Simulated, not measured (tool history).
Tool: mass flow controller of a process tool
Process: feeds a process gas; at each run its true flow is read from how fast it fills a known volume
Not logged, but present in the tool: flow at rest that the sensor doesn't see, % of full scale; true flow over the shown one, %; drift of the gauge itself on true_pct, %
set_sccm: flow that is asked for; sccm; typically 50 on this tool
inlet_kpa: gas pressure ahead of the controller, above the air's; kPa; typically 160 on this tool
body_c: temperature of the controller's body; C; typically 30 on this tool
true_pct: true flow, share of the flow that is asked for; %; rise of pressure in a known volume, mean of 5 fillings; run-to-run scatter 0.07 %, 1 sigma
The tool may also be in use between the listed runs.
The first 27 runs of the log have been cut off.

run	hour	set_sccm	inlet_kpa	body_c	hours of work since the controller was set to zero	hours of work since the controller was changed	true_pct
28	4877.6	50	170	25	3858	3858	98.79
29	5021.6	50	170	25	3962	3962	98.69
30	5183.2	15	160	37	4080	4080	98.98
31	5360.7	15	160	37	4209	4209	98.87
32	5473.5	50	195	35	4291	4291	99.57
33	5647.6	50	195	35	4417	4417	99.61
34	5856.7	50	184	36	4569	4569	99.88
35	6105.2	50	184	36	4749	4749	99.61
36	6314.8	50	184	23	4902	4902	98.54
37	6452	50	201	23	5001	5001	98.36
38	6572.2	80	226	34	5089	5089	100.23

Alternative continuations, all from the tool just after run 38; predict every row:
A	6816.2	64	273	26	5266	5266	?
B	6816.2	30	161	36	5266	5266	?
C	6816.2	27	160	30	5266	5266	?
D	6816.2	80	174	32	5266	5266	?
E	6816.2	77	192	39	5266	5266	?

run	true_pct
A	98.53
B	99.18
C	98.62
D	100.21
E	100.88
What these runs would have given with no unlogged condition in the tool:
run	true_pct
A	98.53
B	99.18
C	98.64
D	100.2
E	100.87
